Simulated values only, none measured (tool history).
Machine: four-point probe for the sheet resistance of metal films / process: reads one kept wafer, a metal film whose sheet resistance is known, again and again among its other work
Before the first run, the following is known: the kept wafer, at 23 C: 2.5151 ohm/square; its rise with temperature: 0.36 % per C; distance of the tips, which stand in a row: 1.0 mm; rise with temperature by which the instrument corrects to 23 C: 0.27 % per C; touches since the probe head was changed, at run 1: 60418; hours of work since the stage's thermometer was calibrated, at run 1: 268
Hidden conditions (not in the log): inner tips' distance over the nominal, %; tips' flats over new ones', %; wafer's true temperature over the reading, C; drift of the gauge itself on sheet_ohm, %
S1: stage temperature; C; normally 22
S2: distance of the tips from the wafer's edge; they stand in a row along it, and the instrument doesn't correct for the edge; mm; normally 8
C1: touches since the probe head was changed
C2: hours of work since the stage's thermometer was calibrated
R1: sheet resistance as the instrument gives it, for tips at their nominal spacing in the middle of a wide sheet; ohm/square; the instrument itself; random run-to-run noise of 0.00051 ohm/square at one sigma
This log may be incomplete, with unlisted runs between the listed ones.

run 1 hour=0.0 | S1=22 S2=8 | C1=60418 C2=268 | R1=2.535793
run 2 hour=14.9 | S1=22 S2=8 | C1=61000 C2=275 | R1=2.535268
run 3 hour=33.2 | S1=27 S2=8 | C1=61717 C2=285 | R1=2.546549
run 4 hour=42.9 | S1=24 S2=8 | C1=62095 C2=290 | R1=2.539245
run 5 hour=57.4 | S1=32 S2=8 | C1=62660 C2=298 | R1=2.558360
run 6 hour=74.9 | S1=22 S2=25 | C1=63348 C2=307 | R1=2.516977
run 7 hour=90.3 | S1=22 S2=25 | C1=63948 C2=315 | R1=2.516684
run 8 hour=103.0 | S1=22 S2=25 | C1=64445 C2=322 | R1=2.517669
run 9 hour=112.9 | S1=22 S2=25 | C1=64831 C2=327 | R1=2.517400
run 10 hour=129.2 | S1=22 S2=25 | C1=65469 C2=336 | R1=2.517207
run 11 hour=137.2 | S1=22 S2=25 | C1=65783 C2=340 | R1=2.516886
run 12 hour=145.1 | S1=22 S2=8 | C1=66089 C2=344 | R1=2.536707
run 13 hour=157.2 | S1=22 S2=8 | C1=66562 C2=351 | R1=2.535930
run 14 hour=166.7 | S1=22 S2=8 | C1=66935 C2=356 | R1=2.536648
run 15 hour=174.8 | S1=22 S2=8 | C1=67250 C2=360 | R1=2.535768
run 16 hour=189.9 | S1=22 S2=8 | C1=67841 C2=368 | R1=2.536173
run 17 hour=208.1 | S1=22 S2=36 | C1=68554 C2=378 | R1=2.516192
-- hour=210.0 stage's thermometer calibrated
run 18 hour=218.6 | S1=28 S2=8 | C1=68946 C2=5 | R1=2.548920
run 19 hour=236.8 | S1=28 S2=8 | C1=69657 C2=14 | R1=2.549577
-- hour=242.3 stage's thermometer calibrated, once more
run 20 hour=255.3 | S1=22 S2=63 | C1=70360 C2=7 | R1=2.517166
run 21 hour=266.0 | S1=22 S2=63 | C1=70780 C2=13 | R1=2.517894
run 22 hour=278.5 | S1=22 S2=63 | C1=71265 C2=19 | R1=2.517732
run 23 hour=289.8 | S1=25 S2=12 | C1=71710 C2=25 | R1=2.533142
run 24 hour=306.2 | S1=31 S2=54 | C1=72351 C2=34 | R1=2.538434
run 25 hour=316.4 | S1=31 S2=54 | C1=72748 C2=39 | R1=2.536956
run 26 hour=332.1 | S1=31 S2=54 | C1=73364 C2=48 | R1=2.537890
run 27 hour=342.7 | S1=23 S2=8 | C1=73779 C2=53 | R1=2.541520
run 28 hour=361.6 | S1=23 S2=8 | C1=74514 C2=63 | R1=2.541781
run 29 hour=369.9 | S1=19 S2=3 | C1=74841 C2=68 | R1=2.651760
run 30 hour=378.1 | S1=19 S2=3 | C1=75162 C2=72 | R1=2.652659
run 31 hour=392.8 | S1=19 S2=3 | C1=75735 C2=80 | R1=2.653221
run 32 hour=411.6 | S1=19 S2=3 | C1=76469 C2=90 | R1=2.652692
run 33 hour=428.3 | S1=19 S2=3 | C1=77123 C2=99 | R1=2.653411
run 34 hour=444.6 | S1=19 S2=3 | C1=77762 C2=107 | R1=2.652334
run 35 hour=463.9 | S1=22 S2=9 | C1=78516 C2=117 | R1=2.534223
run 36 hour=471.8 | S1=22 S2=9 | C1=78823 C2=122 | R1=2.535358
run 37 hour=490.6 | S1=19 S2=45 | C1=79559 C2=132 | R1=2.512961
run 38 hour=501.4 | S1=19 S2=45 | C1=79980 C2=137 | R1=2.512944
run 39 hour=512.0 | S1=32 S2=4 | C1=80396 C2=143 | R1=2.622458
run 40 hour=526.5 | S1=22 S2=4 | C1=80964 C2=151 | R1=2.601726
run 41 hour=543.9 | S1=22 S2=4 | C1=81644 C2=160 | R1=2.600773
run 42 hour=561.7 | S1=22 S2=61 | C1=82339 C2=169 | R1=2.519293
-- hour=568.0 new probe head fitted
run 43 hour=578.7 | S1=32 S2=4 | C1=419 C2=178 | R1=2.598374
run 44 hour=592.5 | S1=32 S2=4 | C1=957 C2=185 | R1=2.598814

Entry by entry between the runs, the difference in hidden state between the last listed run before and the first listed run after:
After run 17, before run 18: stage's thermometer calibrated (hour 210.0)
  inner tips' distance over the nominal, %: 0.134 -> 0.137; tips' flats over new ones', %: 44 -> 45; wafer's true temperature over the reading, C: -0.13 -> -0.21
  measured less the result without the state, R1: +0.002491 -> +0.001921 ohm/square
After run 19, before run 20: stage's thermometer calibrated, once more (hour 242.3)
  inner tips' distance over the nominal, %: 0.141 -> 0.145; tips' flats over new ones', %: 45 -> 46; wafer's true temperature over the reading, C: -0.21 -> 0.07
  measured less the result without the state, R1: +0.002004 -> +0.004534 ohm/square
After run 42, before run 43: new probe head fitted (hour 568.0)
  inner tips' distance over the nominal, %: 0.212 -> -0.657; tips' flats over new ones', %: 54 -> 0; wafer's true temperature over the reading, C: 0.02 -> 0.01
  measured less the result without the state, R1: +0.005912 -> -0.018416 ohm/square
